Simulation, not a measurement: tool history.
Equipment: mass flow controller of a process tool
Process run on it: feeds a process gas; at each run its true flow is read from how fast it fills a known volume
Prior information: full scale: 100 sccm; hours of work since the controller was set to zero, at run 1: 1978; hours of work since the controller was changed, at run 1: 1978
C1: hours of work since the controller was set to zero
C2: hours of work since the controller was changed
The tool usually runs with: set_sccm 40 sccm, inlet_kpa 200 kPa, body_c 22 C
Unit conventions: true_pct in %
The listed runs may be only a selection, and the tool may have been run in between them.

Run 1, hour 0: usual settings; C1 1978; C2 1978. Result: true_pct 96.14 %.
Run 2, hour 83.5: usual settings but body_c 21 C; C1 2034; C2 2034. Result: true_pct 96.08 %.
Run 3, hour 179: usual settings; C1 2098; C2 2098. Result: true_pct 96.01 %.
Run 4, hour 241: usual settings; C1 2139; C2 2139. Result: true_pct 95.87 %.
Run 5, hour 313.3: usual settings; C1 2187; C2 2187. Result: true_pct 95.78 %.
Run 6, hour 421.5: usual settings; C1 2260; C2 2260. Result: true_pct 95.83 %.
Run 7, hour 471.4: usual settings but body_c 24 C; C1 2293; C2 2293. Result: true_pct 95.79 %.
Run 8, hour 537.2: usual settings but body_c 34 C; C1 2337; C2 2337. Result: true_pct 95.35 %.
At hour 543.3: controller's zero set anew.
Run 9, hour 620.6: usual settings but body_c 38 C; C1 52; C2 2392. Result: true_pct 94.21 %.
Run 10, hour 722.3: usual settings; C1 120; C2 2460. Result: true_pct 94.72 %.
Run 11, hour 784.5: usual settings but set_sccm 22 sccm, body_c 26 C; C1 161; C2 2502. Result: true_pct 91.53 %.
Run 12, hour 857.5: usual settings but inlet_kpa 145 kPa, body_c 29 C; C1 210; C2 2551. Result: true_pct 94.09 %.
At hour 905.4: controller's zero set anew, once more.
Run 13, hour 925.8: usual settings but set_sccm 32 sccm, inlet_kpa 215 kPa, body_c 38 C; C1 14; C2 2596. Result: true_pct 96.63 %.
Run 14, hour 1043.4: usual settings but set_sccm 32 sccm, inlet_kpa 215 kPa, body_c 28 C; C1 92; C2 2674. Result: true_pct 96.96 %.
Run 15, hour 1121.8: usual settings but inlet_kpa 140 kPa, body_c 33 C; C1 145; C2 2727. Result: true_pct 96.79 %.
Run 16, hour 1230.7: usual settings but inlet_kpa 140 kPa, body_c 33 C; C1 217; C2 2800. Result: true_pct 96.72 %.
Run 17, hour 1308: usual settings but set_sccm 43 sccm, inlet_kpa 197 kPa, body_c 25 C; C1 269; C2 2851. Result: true_pct 97.15 %.
Run 18, hour 1375.5: usual settings but set_sccm 43 sccm, inlet_kpa 261 kPa; C1 314; C2 2896. Result: true_pct 97.34 %.
Run 19, hour 1482.6: usual settings but inlet_kpa 206 kPa, body_c 31 C; C1 386; C2 2968. Result: true_pct 96.62 %.

Some steps in true_pct, run to run, broken into two amounts with sign: the step expected even without the hidden condition (settings, incoming material, random variation), and the rest, left for the hidden condition together with whatever gauge scatter is not in both the measured and the hidden-condition-free result:
The hidden state here: flow at rest that the sensor doesn't see, % of full scale; true flow over the shown one, %; drift of the gauge itself on true_pct, %.
Run 10 -> 11: set_sccm 40 -> 22, body_c 22 -> 26. true_pct -3.19 %: hidden state -2.39, all else -0.8.
Run 12 -> 13: set_sccm 40 -> 32, inlet_kpa 145 -> 215, body_c 29 -> 38, controller's zero set anew, once more. true_pct +2.54 %: hidden state +2.85, all else -0.31.
